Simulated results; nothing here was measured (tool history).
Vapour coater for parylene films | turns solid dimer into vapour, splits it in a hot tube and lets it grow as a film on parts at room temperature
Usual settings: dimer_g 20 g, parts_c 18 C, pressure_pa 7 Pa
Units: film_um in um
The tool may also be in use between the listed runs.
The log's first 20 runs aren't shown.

run   hour  dimer_g  parts_c  pressure_pa  hours of work since the trap's valve was overhauled  hours of work since the table's thermometer was calibrated  film_um
 21  281.4       20       18         2.79                                                  179                                                         137    11.46
 22    294       20       18         2.79                                                  185                                                         143    11.65
 23  313.1       20       18          2.1                                                  194                                                         152    11.97
     318.4  -- trap's valve overhauled
 24  337.8       20       18          2.1                                                    9                                                         162    12.11
 25  351.5       14       18         2.87                                                   16                                                         168     7.76
 26  361.5       11       18         4.24                                                   21                                                         173     5.61
 27  378.2       17       18        10.22                                                   29                                                         181     7.23
 28  398.4       14       30         5.19                                                   38                                                         191     4.82
 29  410.4       20       18         4.35                                                   44                                                         196    10.33
 30  419.4       20       18         4.35                                                   48                                                         201     10.3
     426.6  -- trap's valve overhauled, once more
 31  439.3       20       16            7                                                    6                                                         208    10.09
 32  454.6       18       15         7.57                                                   13                                                         216     9.37
 33  463.2       20       18         5.82                                                   17                                                         220       10
 34    479       20       13          7.3                                                   25                                                         227    11.07

The next listed run, before its measurement:
 35  496.4       20       13          7.3                                                   33                                                         236        ?

Run 35 gave film_um 10.92 um.
Without the tool's hidden state the same run would have given film_um 11.09 um.

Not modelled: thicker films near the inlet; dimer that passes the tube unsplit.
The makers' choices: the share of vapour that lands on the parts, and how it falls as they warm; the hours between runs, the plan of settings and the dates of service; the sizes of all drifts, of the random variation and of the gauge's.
